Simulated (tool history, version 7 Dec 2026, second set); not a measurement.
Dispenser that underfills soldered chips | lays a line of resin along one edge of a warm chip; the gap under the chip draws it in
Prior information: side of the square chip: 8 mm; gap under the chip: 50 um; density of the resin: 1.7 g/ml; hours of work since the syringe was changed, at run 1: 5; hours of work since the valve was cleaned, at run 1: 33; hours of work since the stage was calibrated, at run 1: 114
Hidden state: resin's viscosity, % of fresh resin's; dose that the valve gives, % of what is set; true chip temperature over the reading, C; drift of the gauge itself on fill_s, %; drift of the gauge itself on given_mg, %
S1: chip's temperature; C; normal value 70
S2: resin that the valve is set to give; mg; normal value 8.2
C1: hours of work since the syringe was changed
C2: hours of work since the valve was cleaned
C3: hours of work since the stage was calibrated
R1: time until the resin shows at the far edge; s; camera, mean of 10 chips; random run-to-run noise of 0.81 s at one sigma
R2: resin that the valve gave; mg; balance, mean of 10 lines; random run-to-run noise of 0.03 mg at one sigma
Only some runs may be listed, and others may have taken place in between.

run	hour	S1	S2	C1	C2	C3	R1	R2
1	0	70	8.2	5	33	114	100.7	8.04
# hour 7.5: new syringe of resin
2	8.7	70	8.2	1	39	119	77.6	8.08
3	15.2	70	8.2	5	43	124	99.8	7.99
# hour 23: new syringe of resin
4	26.7	70	8.2	2	50	131	84.2	8
5	36.4	70	8.2	9	57	137	122.8	7.97
# hour 38: new syringe of resin
6	47.6	70	8.2	6	64	144	105.5	7.94
# hour 53.2: new syringe of resin
# hour 54.2: dispensing valve cleaned and set on the balance
7	59.9	70	8.2	4	4	151	91.2	8.19
# hour 69.5: new syringe of resin
8	72.4	70	8.2	2	12	159	83	8.19
# hour 84.9: new syringe of resin
9	86.6	70	8.2	1	21	168	78.5	8.21
10	95.8	70	8.2	7	27	174	110.9	8.16
# hour 100.5: new syringe of resin
11	108.8	70	8.2	5	35	182	101.9	8.1
# hour 115.4: new syringe of resin
12	119.8	78	8.2	3	42	189	61.5	8.03
# hour 130.7: new syringe of resin
13	131.6	65	8.2	1	49	197	96.3	8.03
# hour 146: new syringe of resin
14	146	65	8.2	0	58	206	92.3	7.96
15	158	65	8.2	8	66	214	144.9	8.02
# hour 161.1: dispensing valve cleaned and set on the balance
# hour 162.4: new syringe of resin
16	167.4	65	8.2	3	4	219	109.4	8.24
17	174	65	8.2	7	8	223	139.4	8.17
# hour 178.5: new syringe of resin
18	180.7	81	8.09	1	12	227	51	8
# hour 193.5: new syringe of resin
19	194	81	8.2	0	21	236	46.4	8.18
20	203.4	81	8.2	6	27	242	67.1	8.11
# hour 208.7: new syringe of resin
21	211.1	81	8.2	2	32	247	50.6	8.07
# hour 224: new syringe of resin
22	225.2	79	8.57	1	41	255	51.9	8.4
23	236.2	64	9.1	8	48	263	147.1	8.91
# hour 239.3: new syringe of resin
24	246.9	72	8.64	5	54	269	88.9	8.41
# hour 254.4: new syringe of resin
25	260.3	66	7.05	4	63	278	114	6.82
# hour 268.4: dispensing valve cleaned and set on the balance
# hour 270.3: new syringe of resin
26	274.7	70	7.55	3	4	286	84.5	7.55
# hour 286.1: new syringe of resin
27	286.1	70	7.55	0	11	293	75.8	7.51
28	292	70	8.32	4	15	297	91.1	8.29
# hour 301.6: new syringe of resin
29	305.3	65	9.46	2	23	306	104.6	9.3
30	315	56	8.01	9	30	312	227.5	7.88
# hour 317.3: new syringe of resin
31	328.1	72	8.01	7	38	320	97.9	7.88
# hour 332.8: new syringe of resin
32	336.8	76	8.34	3	43	326	67.1	8.19
# hour 347.9: new syringe of resin
33	348.5	76	8.34	0	51	333	57.7	8.18
34	361.9	76	8.25	9	59	342	93.3	7.98

Hidden state or all else? Some run-to-run changes of R1, split into what the settings, what came in and random variation would give without the hidden state, and what is left for the hidden state (with any gauge scatter that isn't in both results):
Run 14 -> 15: nothing adjusted, nothing logged. R1 +52.6 s: hidden state +51.9, all else +0.7.
Run 22 -> 23: S1 79 -> 64, S2 8.57 -> 9.1. R1 +95.2 s: hidden state +49.8, all else +45.4.
Run 29 -> 30: S1 65 -> 56, S2 9.46 -> 8.01. R1 +122.9 s: hidden state +74.3, all else +48.6.
Run 30 -> 31: S1 56 -> 72, new syringe of resin. R1 -129.6 s: hidden state -55, all else -74.6.
